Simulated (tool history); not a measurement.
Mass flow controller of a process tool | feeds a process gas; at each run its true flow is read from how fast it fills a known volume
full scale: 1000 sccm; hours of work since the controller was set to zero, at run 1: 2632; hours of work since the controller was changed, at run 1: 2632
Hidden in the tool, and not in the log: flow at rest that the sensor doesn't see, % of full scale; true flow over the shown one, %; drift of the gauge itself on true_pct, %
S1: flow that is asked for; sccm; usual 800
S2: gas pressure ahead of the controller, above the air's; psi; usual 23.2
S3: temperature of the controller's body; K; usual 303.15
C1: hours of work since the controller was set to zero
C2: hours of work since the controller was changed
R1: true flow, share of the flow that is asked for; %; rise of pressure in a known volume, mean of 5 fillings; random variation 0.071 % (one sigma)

run,hour,S1,S2,S3,C1,C2,R1
1,0.0,800,23.2,303.15,2632,2632,99.46
2,227.9,800,23.2,309.15,2759,2759,99.92
3,407.4,800,23.2,309.15,2858,2858,99.90
4,575.6,800,23.2,302.15,2952,2952,99.41
# hour 594.4: controller's zero set anew
5,727.8,800,23.2,302.15,74,3037,99.58
6,900.7,800,38.7,303.15,171,3133,100.01
# hour 976.7: controller's zero set anew, once more
7,1091.4,800,23.2,303.15,64,3239,98.39
8,1272.5,800,23.2,303.15,165,3340,98.47
9,1478.7,800,27.0,311.15,280,3454,99.00
10,1695.4,126,27.6,309.15,400,3575,97.59
11,1827.4,126,27.6,309.15,474,3649,97.54
12,2029.0,733,38.7,303.15,586,3761,98.25
13,2171.6,733,38.7,303.15,665,3840,98.35
14,2421.3,203,24.5,303.15,804,3979,97.21
15,2567.0,968,24.5,303.15,885,4060,98.91

Forecast each of these 5 alternatives for the next run:
A,2812.1,205,21.3,312.15,1022,4197,?
B,2812.1,285,21.0,303.15,1022,4197,?
C,2812.1,968,24.5,297.15,1022,4197,?
D,2812.1,800,23.2,310.15,1022,4197,?
E,2812.1,456,36.5,304.15,1022,4197,?

run,R1
A,97.99
B,97.04
C,98.29
D,98.73
E,97.58
Without the tool's hidden state the same runs would have given:
run,R1
A,98.29
B,97.72
C,99.68
D,100.05
E,98.64
